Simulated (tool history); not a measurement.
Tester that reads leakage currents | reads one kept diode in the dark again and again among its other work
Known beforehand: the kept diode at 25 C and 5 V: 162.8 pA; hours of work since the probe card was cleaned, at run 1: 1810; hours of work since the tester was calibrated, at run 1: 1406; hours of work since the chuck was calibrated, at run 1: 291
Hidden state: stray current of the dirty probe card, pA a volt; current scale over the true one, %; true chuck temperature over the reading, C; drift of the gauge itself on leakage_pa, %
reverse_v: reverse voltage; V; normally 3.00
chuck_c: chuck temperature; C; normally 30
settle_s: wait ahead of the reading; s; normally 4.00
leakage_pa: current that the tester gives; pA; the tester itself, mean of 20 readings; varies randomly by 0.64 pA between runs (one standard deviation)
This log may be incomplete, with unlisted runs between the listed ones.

run	day	reverse_v	chuck_c	settle_s	hours of work since the probe card was cleaned	hours of work since the tester was calibrated	hours of work since the chuck was calibrated	leakage_pa
1	0.000	3.00	30	4.00	1810	1406	291	224.50
2	2.267	3.00	30	1.36	1846	1443	328	225.01
3	4.725	3.00	30	4.00	1886	1482	367	227.18
4	7.471	3.00	30	4.00	1930	1527	412	229.54
5	11.671	3.00	30	4.00	1998	1595	479	231.80
6	16.088	1.30	30	4.00	2069	1666	551	169.57
7	19.608	1.30	30	4.00	2126	1723	608	172.09
8	21.812	1.30	30	4.00	2162	1758	643	172.87
9	24.725	13.20	30	4.00	2209	1805	690	428.13
# day 27.279: chuck's temperature calibrated
10	27.279	13.20	30	4.00	2248	1845	0	379.32

Run 11 has not been measured yet. What should we expect?
11	31.238	2.16	41	8.93	2312	1909	64	?

Run 11 measured leakage_pa 494.12 pA.
Had the tool carried no hidden state, the very same run would have given leakage_pa 491.72 pA.

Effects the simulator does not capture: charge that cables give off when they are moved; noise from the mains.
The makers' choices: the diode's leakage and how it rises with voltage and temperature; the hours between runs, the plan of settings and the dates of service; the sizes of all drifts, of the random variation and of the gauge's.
